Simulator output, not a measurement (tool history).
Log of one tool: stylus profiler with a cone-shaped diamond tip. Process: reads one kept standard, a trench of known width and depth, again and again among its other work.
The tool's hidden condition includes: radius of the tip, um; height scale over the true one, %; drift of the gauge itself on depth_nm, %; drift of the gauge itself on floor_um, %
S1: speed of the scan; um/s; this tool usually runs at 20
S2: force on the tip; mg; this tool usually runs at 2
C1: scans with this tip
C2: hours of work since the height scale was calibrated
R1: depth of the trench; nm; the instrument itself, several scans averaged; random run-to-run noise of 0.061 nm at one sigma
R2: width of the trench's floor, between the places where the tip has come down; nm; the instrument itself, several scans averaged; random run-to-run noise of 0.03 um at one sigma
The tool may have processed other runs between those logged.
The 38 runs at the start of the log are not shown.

run	day	S1	S2	C1	C2	R1	R2
39	33.842	67	1.12	4593	911	100.54	18490
40	34.979	67	1.12	4660	924	100.69	18440
41	36.15	55	0.78	4729	938	100.61	18510
42	37.042	55	0.78	4781	948	100.57	18530
43	37.562	80	5.54	4812	954	102.02	18630
44	38.471	80	5.54	4866	965	101.99	18610
45	39.267	8	1.68	4912	974	100.98	18790
46	40.296	8	1.68	4973	986	100.87	18680
47	41.038	8	1.68	5017	995	100.93	18700

Branching from run 47: 4 alternative next runs. What would each branch give?
A	42.079	43	0.75	5078	1007	?	?
B	42.079	39	1.68	5078	1007	?	?
C	42.079	7	1.32	5078	1007	?	?
D	42.079	30	4.83	5078	1007	?	?

run	R1	R2
A	100.45	18500
B	100.91	18650
C	100.85	18740
D	101.81	18720
Had the tool no hidden state, the same runs would have come out as:
run	R1	R2
A	100.47	18500
B	100.93	18650
C	100.86	18750
D	101.83	18730
